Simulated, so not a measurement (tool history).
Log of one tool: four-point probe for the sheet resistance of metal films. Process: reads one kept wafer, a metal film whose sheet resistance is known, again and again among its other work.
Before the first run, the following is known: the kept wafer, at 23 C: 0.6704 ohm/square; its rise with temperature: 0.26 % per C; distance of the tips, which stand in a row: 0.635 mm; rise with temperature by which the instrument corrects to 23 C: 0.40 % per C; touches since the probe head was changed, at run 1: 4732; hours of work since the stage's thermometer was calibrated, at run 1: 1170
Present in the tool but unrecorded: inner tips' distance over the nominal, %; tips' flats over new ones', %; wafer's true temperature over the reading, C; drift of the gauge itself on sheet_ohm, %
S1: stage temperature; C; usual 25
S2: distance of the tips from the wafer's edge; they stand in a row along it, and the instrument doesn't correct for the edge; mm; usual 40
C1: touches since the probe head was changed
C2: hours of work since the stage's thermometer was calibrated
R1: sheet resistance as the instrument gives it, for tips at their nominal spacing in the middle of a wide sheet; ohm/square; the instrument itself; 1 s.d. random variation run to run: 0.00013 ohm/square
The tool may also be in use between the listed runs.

{"run": 1, "hour": 0.0, "S1": 25, "S2": 40, "C1": 4732, "C2": 1170, "R1": 0.671974}
{"run": 2, "hour": 30.3, "S1": 25, "S2": 40, "C1": 5265, "C2": 1193, "R1": 0.672017}
{"run": 3, "hour": 65.2, "S1": 25, "S2": 40, "C1": 5881, "C2": 1220, "R1": 0.67202}
{"run": 4, "hour": 88.9, "S1": 25, "S2": 40, "C1": 6298, "C2": 1238, "R1": 0.672074}
{"run": 5, "hour": 131.3, "S1": 25, "S2": 40, "C1": 7044, "C2": 1270, "R1": 0.672097}
{"run": 6, "hour": 164.1, "S1": 25, "S2": 7, "C1": 7622, "C2": 1295, "R1": 0.675064}
{"hour": 194.0, "done": "stage's thermometer calibrated"}
{"run": 7, "hour": 194.0, "S1": 25, "S2": 7, "C1": 8139, "C2": 0, "R1": 0.675073}
{"run": 8, "hour": 218.4, "S1": 25, "S2": 5, "C1": 8568, "C2": 18, "R1": 0.678102}
{"run": 9, "hour": 237.4, "S1": 25, "S2": 5, "C1": 8903, "C2": 33, "R1": 0.678065}
{"run": 10, "hour": 282.2, "S1": 25, "S2": 10, "C1": 9691, "C2": 67, "R1": 0.673572}
{"hour": 306.6, "done": "stage's thermometer calibrated, once more"}
{"run": 11, "hour": 322.4, "S1": 25, "S2": 29, "C1": 10390, "C2": 12, "R1": 0.672888}
{"run": 12, "hour": 354.2, "S1": 25, "S2": 29, "C1": 10950, "C2": 36, "R1": 0.673148}
{"run": 13, "hour": 377.2, "S1": 25, "S2": 40, "C1": 11355, "C2": 54, "R1": 0.673151}
{"run": 14, "hour": 410.9, "S1": 25, "S2": 40, "C1": 11949, "C2": 79, "R1": 0.672772}
{"run": 15, "hour": 446.5, "S1": 25, "S2": 22, "C1": 12576, "C2": 106, "R1": 0.672835}
{"run": 16, "hour": 485.8, "S1": 25, "S2": 22, "C1": 13267, "C2": 136, "R1": 0.673145}
{"run": 17, "hour": 516.1, "S1": 21, "S2": 22, "C1": 13800, "C2": 159, "R1": 0.676843}
{"run": 18, "hour": 547.7, "S1": 21, "S2": 22, "C1": 14357, "C2": 183, "R1": 0.677037}
{"run": 19, "hour": 578.2, "S1": 21, "S2": 22, "C1": 14894, "C2": 206, "R1": 0.676696}
{"run": 20, "hour": 599.7, "S1": 23, "S2": 12, "C1": 15272, "C2": 222, "R1": 0.675923}
{"run": 21, "hour": 644.7, "S1": 20, "S2": 40, "C1": 16065, "C2": 256, "R1": 0.677808}
{"run": 22, "hour": 663.5, "S1": 20, "S2": 40, "C1": 16395, "C2": 270, "R1": 0.67791}
{"run": 23, "hour": 708.9, "S1": 20, "S2": 40, "C1": 17194, "C2": 305, "R1": 0.677888}
{"run": 24, "hour": 742.9, "S1": 32, "S2": 21, "C1": 17793, "C2": 331, "R1": 0.666746}

Run 25 is up next; what results do you expect?
{"run": 25, "hour": 768.2, "S1": 26, "S2": 3, "C1": 18238, "C2": 350, "R1": "?"}

R1: 0.688008 ohm/square
Had the tool carried no hidden state, the very same run would have given R1 0.683412 ohm/square.
